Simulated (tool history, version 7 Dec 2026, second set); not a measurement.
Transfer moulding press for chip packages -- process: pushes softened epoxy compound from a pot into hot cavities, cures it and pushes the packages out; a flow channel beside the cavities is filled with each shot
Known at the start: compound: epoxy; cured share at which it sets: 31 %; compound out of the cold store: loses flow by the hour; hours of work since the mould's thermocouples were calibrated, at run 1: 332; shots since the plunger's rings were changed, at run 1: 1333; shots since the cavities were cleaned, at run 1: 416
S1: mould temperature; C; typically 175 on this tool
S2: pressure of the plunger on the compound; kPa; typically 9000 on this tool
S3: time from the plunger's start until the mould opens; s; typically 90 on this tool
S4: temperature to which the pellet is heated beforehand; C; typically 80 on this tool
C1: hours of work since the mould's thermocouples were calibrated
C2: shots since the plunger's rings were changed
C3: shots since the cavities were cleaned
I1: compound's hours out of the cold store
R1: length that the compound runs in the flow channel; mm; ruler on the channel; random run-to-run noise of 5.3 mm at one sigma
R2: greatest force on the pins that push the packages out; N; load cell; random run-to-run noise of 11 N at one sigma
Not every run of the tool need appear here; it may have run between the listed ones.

run	hour	S1	S2	S3	S4	C1	C2	C3	I1	R1	R2
1	0	175	9000	90	80	332	1333	416	39.1	764	524
2	10	175	9000	90	80	339	1475	558	27.1	826	551
# hour 24.2: cavities cleaned with cleaning compound and waxed
3	26.9	175	9000	90	80	349	1695	39	29.1	823	522
4	40.8	175	9000	85	80	359	1893	237	38.8	777	579
# hour 54: mould's thermocouples calibrated
5	57.3	175	9000	85	80	2	2099	443	8.7	900	641
6	76.8	175	9000	90	80	15	2376	720	20.8	847	537
# hour 80.1: cavities cleaned with cleaning compound and waxed
7	100	175	9000	90	80	30	2686	284	44.4	759	506
8	109.9	175	9000	90	85	37	2827	425	26.1	827	539
# hour 133.5: cavities cleaned with cleaning compound and waxed
9	133.5	175	9000	90	85	52	3142	1	45.8	733	503
# hour 145.9: plunger's sealing rings changed
10	154.6	175	9000	90	80	64	124	265	28.2	814	539
11	173.7	175	9000	90	80	77	396	537	36.4	779	533
# hour 190.4: cavities cleaned with cleaning compound and waxed
12	190.6	175	9000	90	80	87	615	3	43.6	755	509
13	202.9	175	9000	90	80	96	790	178	24.5	834	527
14	218.1	175	9000	90	80	106	1007	395	39.5	764	522
15	234.7	175	9000	90	80	117	1243	631	26.2	837	527
# hour 243.9: cavities cleaned with cleaning compound and waxed
16	254.8	175	9000	90	80	130	1508	156	26.1	830	524
17	271	175	9000	90	75	141	1739	387	30.2	816	532
18	286.1	175	9000	90	75	151	1953	601	19.9	857	555
# hour 297.8: cavities cleaned with cleaning compound and waxed
19	305.9	175	10630	119	75	163	2214	116	27.6	883	393
20	315.9	175	10630	119	75	170	2356	258	43.5	820	418
21	326.3	175	9000	78	80	177	2504	406	16.8	876	768
22	347.4	175	9000	78	80	191	2804	706	47.8	733	642
# hour 351.9: cavities cleaned with cleaning compound and waxed
23	367.6	177	7390	82	85	204	3071	223	16.4	798	582
# hour 385.3: plunger's sealing rings changed
24	388.7	173	9000	103	80	216	49	488	15.4	901	489
# hour 408.7: cavities cleaned with cleaning compound and waxed
25	408.7	173	9000	90	80	229	312	0	8.5	920	655
26	428.8	180	9000	94	80	242	598	286	32.2	775	412
27	444.9	179	8020	90	80	253	827	515	17	808	446
28	455.4	179	8020	90	80	260	977	665	33.6	735	443

Predict each of these 4 candidate next runs independently; none follows another, all start after run 28:
# hour 462.4: cavities cleaned with cleaning compound and waxed
A	470.5	179	9360	125	76	269	1170	115	34.6	?	?
# hour 462.4: cavities cleaned with cleaning compound and waxed
B	470.5	175	7850	90	80	269	1170	115	43	?	?
# hour 462.4: cavities cleaned with cleaning compound and waxed
C	470.5	175	9000	75	80	269	1170	115	22.9	?	?
# hour 462.4: cavities cleaned with cleaning compound and waxed
D	470.5	175	8990	90	89	269	1170	115	17.6	?	?

run	R1	R2
A	795	400
B	712	530
C	844	780
D	865	536
Take away the tool's hidden state, keep each run's random variation, and the runs would have read:
run	R1	R2
A	796	399
B	712	528
C	844	777
D	865	534
